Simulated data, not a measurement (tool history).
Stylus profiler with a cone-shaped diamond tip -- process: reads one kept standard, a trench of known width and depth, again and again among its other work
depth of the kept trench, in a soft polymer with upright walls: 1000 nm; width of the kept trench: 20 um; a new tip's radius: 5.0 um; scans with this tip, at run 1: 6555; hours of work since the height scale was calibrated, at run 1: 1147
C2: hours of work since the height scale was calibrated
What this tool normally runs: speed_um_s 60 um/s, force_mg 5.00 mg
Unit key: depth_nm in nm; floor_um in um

{"run": 1, "day": 0.0, "speed_um_s": 60, "force_mg": 5.0, "scans with this tip": 6555, "C2": 1147, "depth_nm": 1013.02, "floor_um": 11.94}
{"run": 2, "day": 2.846, "speed_um_s": 15, "force_mg": 5.0, "scans with this tip": 6747, "C2": 1180, "depth_nm": 1012.34, "floor_um": 12.0}
{"run": 3, "day": 5.758, "speed_um_s": 15, "force_mg": 5.0, "scans with this tip": 6943, "C2": 1215, "depth_nm": 1012.97, "floor_um": 11.88}
{"run": 4, "day": 7.592, "speed_um_s": 15, "force_mg": 5.0, "scans with this tip": 7066, "C2": 1236, "depth_nm": 1012.94, "floor_um": 11.86}
{"run": 5, "day": 9.808, "speed_um_s": 15, "force_mg": 5.0, "scans with this tip": 7215, "C2": 1262, "depth_nm": 1012.94, "floor_um": 11.82}
{"run": 6, "day": 11.054, "speed_um_s": 15, "force_mg": 5.0, "scans with this tip": 7299, "C2": 1277, "depth_nm": 1012.56, "floor_um": 11.81}
{"run": 7, "day": 13.546, "speed_um_s": 60, "force_mg": 5.0, "scans with this tip": 7466, "C2": 1306, "depth_nm": 1012.8, "floor_um": 11.64}
{"run": 8, "day": 16.458, "speed_um_s": 60, "force_mg": 5.0, "scans with this tip": 7662, "C2": 1340, "depth_nm": 1012.89, "floor_um": 11.6}
{"run": 9, "day": 18.125, "speed_um_s": 60, "force_mg": 5.0, "scans with this tip": 7774, "C2": 1360, "depth_nm": 1012.47, "floor_um": 11.56}
{"run": 10, "day": 19.508, "speed_um_s": 60, "force_mg": 5.0, "scans with this tip": 7867, "C2": 1376, "depth_nm": 1013.15, "floor_um": 11.53}
{"run": 11, "day": 22.092, "speed_um_s": 60, "force_mg": 5.0, "scans with this tip": 8041, "C2": 1407, "depth_nm": 1013.2, "floor_um": 11.5}
{"run": 12, "day": 23.821, "speed_um_s": 60, "force_mg": 5.0, "scans with this tip": 8158, "C2": 1427, "depth_nm": 1013.11, "floor_um": 11.43}
{"run": 13, "day": 25.404, "speed_um_s": 47, "force_mg": 5.0, "scans with this tip": 8264, "C2": 1446, "depth_nm": 1013.27, "floor_um": 11.44}
{"run": 14, "day": 26.596, "speed_um_s": 47, "force_mg": 5.0, "scans with this tip": 8344, "C2": 1460, "depth_nm": 1012.97, "floor_um": 11.44}
{"run": 15, "day": 29.333, "speed_um_s": 25, "force_mg": 9.48, "scans with this tip": 8528, "C2": 1492, "depth_nm": 1018.79, "floor_um": 11.46}
{"run": 16, "day": 31.271, "speed_um_s": 60, "force_mg": 1.88, "scans with this tip": 8659, "C2": 1515, "depth_nm": 1007.5, "floor_um": 11.29}
{"run": 17, "day": 32.862, "speed_um_s": 60, "force_mg": 1.88, "scans with this tip": 8766, "C2": 1534, "depth_nm": 1007.79, "floor_um": 11.22}
{"run": 18, "day": 35.65, "speed_um_s": 26, "force_mg": 1.86, "scans with this tip": 8953, "C2": 1566, "depth_nm": 1007.88, "floor_um": 11.32}
{"run": 19, "day": 36.975, "speed_um_s": 44, "force_mg": 12.51, "scans with this tip": 9042, "C2": 1582, "depth_nm": 1022.99, "floor_um": 11.33}
{"run": 20, "day": 38.458, "speed_um_s": 24, "force_mg": 3.46, "scans with this tip": 9142, "C2": 1599, "depth_nm": 1010.57, "floor_um": 11.31}
{"run": 21, "day": 41.212, "speed_um_s": 82, "force_mg": 3.39, "scans with this tip": 9328, "C2": 1632, "depth_nm": 1010.88, "floor_um": 11.06}
{"run": 22, "day": 43.529, "speed_um_s": 23, "force_mg": 2.88, "scans with this tip": 9483, "C2": 1659, "depth_nm": 1009.93, "floor_um": 11.22}
{"run": 23, "day": 45.012, "speed_um_s": 53, "force_mg": 1.9, "scans with this tip": 9583, "C2": 1676, "depth_nm": 1008.57, "floor_um": 11.07}
{"run": 24, "day": 46.558, "speed_um_s": 53, "force_mg": 1.9, "scans with this tip": 9687, "C2": 1695, "depth_nm": 1008.15, "floor_um": 11.04}
{"run": 25, "day": 48.204, "speed_um_s": 117, "force_mg": 2.34, "scans with this tip": 9798, "C2": 1714, "depth_nm": 1008.64, "floor_um": 10.77}
{"run": 26, "day": 49.425, "speed_um_s": 33, "force_mg": 2.26, "scans with this tip": 9880, "C2": 1728, "depth_nm": 1008.82, "floor_um": 11.04}
{"run": 27, "day": 51.112, "speed_um_s": 30, "force_mg": 3.09, "scans with this tip": 9993, "C2": 1748, "depth_nm": 1010.26, "floor_um": 11.02}

Alternative continuations, all from the tool just after run 27; predict every row:
{"run": "A", "day": 53.221, "speed_um_s": 30, "force_mg": 13.71, "scans with this tip": 10135, "C2": 1773, "depth_nm": "?", "floor_um": "?"}
{"run": "B", "day": 53.221, "speed_um_s": 20, "force_mg": 8.68, "scans with this tip": 10135, "C2": 1773, "depth_nm": "?", "floor_um": "?"}
{"run": "C", "day": 53.221, "speed_um_s": 30, "force_mg": 4.53, "scans with this tip": 10135, "C2": 1773, "depth_nm": "?", "floor_um": "?"}
{"run": "D", "day": 53.221, "speed_um_s": 199, "force_mg": 10.78, "scans with this tip": 10135, "C2": 1773, "depth_nm": "?", "floor_um": "?"}

run=A depth_nm=1024.03 floor_um=11.06
run=B depth_nm=1018.55 floor_um=11.13
run=C depth_nm=1013.19 floor_um=11.04
run=D depth_nm=1020.41 floor_um=10.79
Stripped of hidden state, with their random variation kept, the same runs would have yielded:
run=A depth_nm=1021.59 floor_um=13.93
run=B depth_nm=1016.13 floor_um=14.00
run=C depth_nm=1010.78 floor_um=13.91
run=D depth_nm=1017.98 floor_um=13.67
